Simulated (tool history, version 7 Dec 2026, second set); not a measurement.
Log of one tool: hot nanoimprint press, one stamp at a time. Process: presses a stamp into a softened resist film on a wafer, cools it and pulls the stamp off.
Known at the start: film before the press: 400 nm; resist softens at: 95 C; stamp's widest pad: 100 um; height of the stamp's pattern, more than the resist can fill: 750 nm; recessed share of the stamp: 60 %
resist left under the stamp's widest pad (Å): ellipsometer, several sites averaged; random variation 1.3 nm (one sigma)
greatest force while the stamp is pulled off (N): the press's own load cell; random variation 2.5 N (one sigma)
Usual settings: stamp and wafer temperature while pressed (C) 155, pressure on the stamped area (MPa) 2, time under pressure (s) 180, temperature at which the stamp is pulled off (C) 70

run,hour,stamp and wafer temperature while pressed (C),pressure on the stamped area (MPa),time under pressure (s),temperature at which the stamp is pulled off (C),resist left under the stamp's widest pad (Å),greatest force while the stamp is pulled off (N)
1,0,155,2,180,70,2086,113
2,9.8,155,2.07,180,70,2051,114
3,20.6,155,2.07,180,70,2066,112
4,39.4,155,2.07,180,70,2040,113
5,56.3,159,2,180,70,1652,112
6,68.8,159,2,180,70,1623,118
7,87.8,159,2,180,70,1650,114
8,110.2,155,2,180,70,2071,114
9,130.4,155,2,180,70,2058,113
10,140.3,155,2,116,70,2443,114
11,155.1,155,2,180,70,2068,116
12,173.1,155,2,180,70,2092,114
13,199.3,155,2,180,70,2047,116
14,215.4,155,2,163,70,2152,117
15,231,155,2,180,70,2088,115
16,247.9,155,2,180,70,2089,112
17,263,155,2.74,180,64,1841,124
18,273.7,155,2.74,180,64,1811,120
19,296.3,155,2.74,180,64,1837,122
20,309.6,166,1.89,247,73,960,111
21,326.4,162,2.71,206,76,1101,115
22,346.4,162,2.71,206,76,1121,115
23,361.4,156,1.45,193,60,2153,122
24,383.2,156,1.45,193,60,2172,119
25,408.2,156,1.45,193,60,2156,122
26,429.1,152,2,180,63,2450,122
27,448.6,153,1.72,180,70,2439,118
28,464.3,151,2,307,70,2194,114
29,481.2,151,2,307,70,2152,123
30,492.1,158,2,307,70,1381,112

Not shown: 2 entries that the log had between the listed runs. Between which runs, and how does the tool's hidden state differ before and after?
Between runs 12 and 13: stamp cleaned and given a new release coat (hour 194.9)
  grip of the stamp's worn release coat, % over a new coat's: 0.5 -> 0
Between runs 24 and 25: plate thermocouple calibrated (hour 404.1)
  true temperature over the reading, C: 0.03 -> 0.01; grip of the stamp's worn release coat, % over a new coat's: 0.1 -> 0.2
